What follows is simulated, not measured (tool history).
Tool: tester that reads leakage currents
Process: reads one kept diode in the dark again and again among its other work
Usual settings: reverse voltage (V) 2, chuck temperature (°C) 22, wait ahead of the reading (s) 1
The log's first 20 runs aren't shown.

| run | day | reverse voltage (V) | chuck temperature (°C) | wait ahead of the reading (s) | current that the tester gives (pA) |
|---|---|---|---|---|---|
| 21 | 34.254 | 2 | 27 | 0.55 | 60.77 |
| 22 | 36.533 | 16.14 | 23 | 5.17 | 121.7 |
| 23 | 38.446 | 12.15 | 34 | 5.34 | 261.21 |
| 24 | 39.592 | 12.15 | 34 | 5.34 | 259.42 |
| 25 | 40.817 | 8.43 | 31 | 6.45 | 170.43 |
| 26 | 42.788 | 3.77 | 53 | 2.39 | 656.78 |
|  | 43.25 | chuck's temperature calibrated |
| 27 | 45.258 | 3.77 | 53 | 2.39 | 604.4 |
|  | 45.579 | probe card cleaned and baked |
| 28 | 47.617 | 2 | 24 | 4.55 | 43.96 |
| 29 | 49.65 | 2 | 24 | 4.55 | 44.23 |
| 30 | 51.929 | 14.47 | 30 | 2.6 | 195.12 |
| 31 | 53.117 | 7.9 | 47 | 1.92 | 549.88 |
| 32 | 54.988 | 7.9 | 47 | 1.92 | 550.45 |
| 33 | 57.117 | 4.25 | 27 | 1.92 | 83.66 |
| 34 | 58.812 | 7.72 | 28 | 1.36 | 122.31 |
|  | 59.746 | probe card cleaned and baked, once more |
| 35 | 60.858 | 7.72 | 22 | 0.36 | 68.18 |
| 36 | 61.929 | 1.54 | 57 | 1 | 542.38 |
| 37 | 63.471 | 2 | 23 | 6.21 | 39.05 |
| 38 | 65.396 | 6.01 | 23 | 6.21 | 65.39 |

Run 39 comes next. What will it give?
| 39 | 67.846 | 6.9 | 30 | 0.42 | ? |

current that the tester gives (pA): 130.13
Without the tool's hidden state the same run would have given current that the tester gives (pA) 125.98.
